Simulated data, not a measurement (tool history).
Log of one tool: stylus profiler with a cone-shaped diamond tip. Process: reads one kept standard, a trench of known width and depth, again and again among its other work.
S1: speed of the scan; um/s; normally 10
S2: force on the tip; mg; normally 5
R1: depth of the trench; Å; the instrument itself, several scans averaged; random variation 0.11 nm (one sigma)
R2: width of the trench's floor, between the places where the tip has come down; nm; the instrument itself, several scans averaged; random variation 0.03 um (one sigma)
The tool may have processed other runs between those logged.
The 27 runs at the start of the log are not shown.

Run 28, hour 2254.6: usual settings but S1 4 um/s, S2 6.63 mg. Result: R1 2064 Å, R2 27430 nm.
At hour 2265.1: new tip fitted, height scale calibrated.
Run 29, hour 2341.9: usual settings but S1 4 um/s, S2 6.63 mg. Result: R1 2057.4 Å, R2 28170 nm.
Run 30, hour 2445: usual settings but S2 7.94 mg. Result: R1 2066.4 Å, R2 28190 nm.
Run 31, hour 2543.5: usual settings but S2 7.94 mg. Result: R1 2067 Å, R2 28190 nm.
Run 32, hour 2592.8: usual settings but S1 11 um/s, S2 6.95 mg. Result: R1 2058.6 Å, R2 28140 nm.
Run 33, hour 2676.5: usual settings but S1 4 um/s, S2 1.68 mg. Result: R1 2024.8 Å, R2 28130 nm.
Run 34, hour 2745.8: usual settings but S1 28 um/s, S2 2.93 mg. Result: R1 2035.2 Å, R2 28100 nm.
Run 35, hour 2849.9: usual settings but S1 20 um/s, S2 8.15 mg. Result: R1 2068.9 Å, R2 28090 nm.
Run 36, hour 2962.4: usual settings but S1 2 um/s, S2 2.76 mg. Result: R1 2034.3 Å, R2 28070 nm.
Run 37, hour 3023.9: usual settings but S1 7 um/s, S2 3.4 mg. Result: R1 2037.9 Å, R2 28060 nm.
Run 38, hour 3107.6: usual settings but S1 2 um/s, S2 11.64 mg. Result: R1 2088.3 Å, R2 28100 nm.
Run 39, hour 3175.3: usual settings but S1 4 um/s. Result: R1 2050.6 Å, R2 28010 nm.
Run 40, hour 3285.1: usual settings but S1 4 um/s, S2 11.44 mg. Result: R1 2085.9 Å, R2 28060 nm.
Run 41, hour 3384.9: usual settings but S1 4 um/s, S2 10.45 mg. Result: R1 2080.7 Å, R2 28020 nm.
Run 42, hour 3487.7: usual settings but S1 4 um/s, S2 10.45 mg. Result: R1 2080.9 Å, R2 28010 nm.
Run 43, hour 3572.8: usual settings but S1 4 um/s, S2 10.45 mg. Result: R1 2081.2 Å, R2 27980 nm.
Run 44, hour 3662: usual settings but S1 4 um/s, S2 10.45 mg. Result: R1 2079.8 Å, R2 27970 nm.
Run 45, hour 3762.8: usual settings but S1 8 um/s, S2 2.41 mg. Result: R1 2032.8 Å, R2 27910 nm.
Run 46, hour 3873.3: usual settings but S1 8 um/s, S2 2.41 mg. Result: R1 2032.9 Å, R2 27940 nm.

Here are 4 independent what-if runs from the current tool condition. What would each one return?
Run A, hour 3932.3: usual settings but S2 6.09 mg. Result: R1 ?, R2 ?.
Run B, hour 3932.3: usual settings but S1 4 um/s, S2 2.22 mg. Result: R1 ?, R2 ?.
Run C, hour 3932.3: usual settings but S1 8 um/s, S2 2.59 mg. Result: R1 ?, R2 ?.
Run D, hour 3932.3: usual settings but S1 25 um/s, S2 3.41 mg. Result: R1 ?, R2 ?.

run      R1     R2
  A    2060  27850
  B  2032.6  27860
  C  2034.1  27850
  D  2040.8  27850
Stripped of hidden state, with their random variation kept, the same runs would have yielded:
run      R1     R2
  A    2055  28190
  B  2027.6  28200
  C  2029.1  28190
  D  2035.8  28190

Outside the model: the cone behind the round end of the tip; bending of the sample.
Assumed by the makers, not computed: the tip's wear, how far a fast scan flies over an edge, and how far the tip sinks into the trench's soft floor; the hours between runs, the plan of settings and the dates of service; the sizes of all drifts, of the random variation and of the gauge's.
